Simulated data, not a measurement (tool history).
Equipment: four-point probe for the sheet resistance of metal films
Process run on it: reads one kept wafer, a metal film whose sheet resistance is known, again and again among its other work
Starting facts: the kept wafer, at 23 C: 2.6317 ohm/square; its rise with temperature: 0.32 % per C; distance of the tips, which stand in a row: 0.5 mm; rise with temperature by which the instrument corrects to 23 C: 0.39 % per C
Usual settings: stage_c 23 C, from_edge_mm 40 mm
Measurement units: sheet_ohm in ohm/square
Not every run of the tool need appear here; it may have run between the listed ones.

| run | hour | stage_c | from_edge_mm | sheet_ohm |
|---|---|---|---|---|
| 1 | 0.0 | 23 | 40 | 2.626193 |
| 2 | 30.8 | 21 | 40 | 2.629441 |
| 3 | 53.8 | 21 | 40 | 2.628488 |
| 4 | 85.8 | 21 | 40 | 2.629023 |
| 5 | 114.4 | 21 | 40 | 2.628843 |
| 6 | 154.8 | 23 | 58 | 2.625580 |
| 7 | 182.6 | 23 | 61 | 2.624172 |
| 8 | 223.9 | 23 | 40 | 2.623910 |
| 9 | 241.4 | 23 | 40 | 2.623522 |
| 10 | 263.4 | 23 | 40 | 2.624402 |
| 11 | 286.6 | 23 | 6 | 2.633469 |
| 12 | 319.1 | 23 | 6 | 2.633181 |
| 13 | 345.3 | 23 | 6 | 2.634086 |
| 14 | 380.1 | 21 | 40 | 2.625081 |
| 15 | 397.6 | 23 | 40 | 2.620452 |
| 16 | 439.1 | 34 | 40 | 2.601206 |
| 17 | 470.9 | 23 | 11 | 2.622752 |
| 18 | 501.9 | 23 | 5 | 2.633762 |
| 19 | 530.1 | 23 | 40 | 2.626100 |
| 20 | 564.3 | 31 | 40 | 2.611886 |
| 21 | 606.4 | 31 | 40 | 2.612445 |
| 22 | 633.0 | 31 | 40 | 2.612420 |
| 23 | 659.4 | 31 | 40 | 2.610829 |
| 24 | 680.3 | 25 | 17 | 2.622609 |
| 25 | 714.5 | 26 | 17 | 2.619984 |
| 26 | 748.8 | 25 | 6 | 2.631333 |
| 27 | 776.4 | 26 | 35 | 2.620582 |
| 28 | 814.1 | 26 | 35 | 2.618719 |
| 29 | 848.2 | 24 | 4 | 2.644311 |
| 30 | 879.6 | 21 | 43 | 2.628125 |
| 31 | 896.6 | 27 | 62 | 2.617395 |
| 32 | 931.1 | 21 | 55 | 2.627509 |
| 33 | 949.6 | 22 | 35 | 2.626216 |
| 34 | 980.1 | 22 | 35 | 2.624990 |
| 35 | 1022.4 | 30 | 40 | 2.609911 |
| 36 | 1063.0 | 22 | 15 | 2.626072 |
| 37 | 1100.9 | 29 | 3 | 2.650743 |
| 38 | 1126.4 | 23 | 19 | 2.622919 |
| 39 | 1147.6 | 20 | 19 | 2.629292 |
| 40 | 1170.9 | 20 | 19 | 2.628720 |
| 41 | 1209.0 | 20 | 19 | 2.629443 |
| 42 | 1243.9 | 27 | 10 | 2.618580 |
| 43 | 1264.2 | 28 | 6 | 2.622191 |
| 44 | 1298.2 | 28 | 21 | 2.612888 |

Removed from this log: 2 entries logged between the listed runs. Between which two listed runs does each belong, and how does the tool's hidden state at the listed run before it compare with that at the listed run after it?
Runs 13 to 14: stage's thermometer calibrated (hour 348.1)
  inner tips' distance over the nominal, %: -0.135 -> -0.14; tips' flats over new ones', %: 36 -> 37; wafer's true temperature over the reading, C: -0.55 -> -0.83
  measured less the result without the state, sheet_ohm: -0.008504 -> -0.011038 ohm/square
Runs 18 to 19: stage's thermometer calibrated, once more (hour 525.3)
  inner tips' distance over the nominal, %: -0.163 -> -0.168; tips' flats over new ones', %: 40 -> 41; wafer's true temperature over the reading, C: -0.86 -> -0.02
  measured less the result without the state, sheet_ohm: -0.011938 -> -0.004949 ohm/square
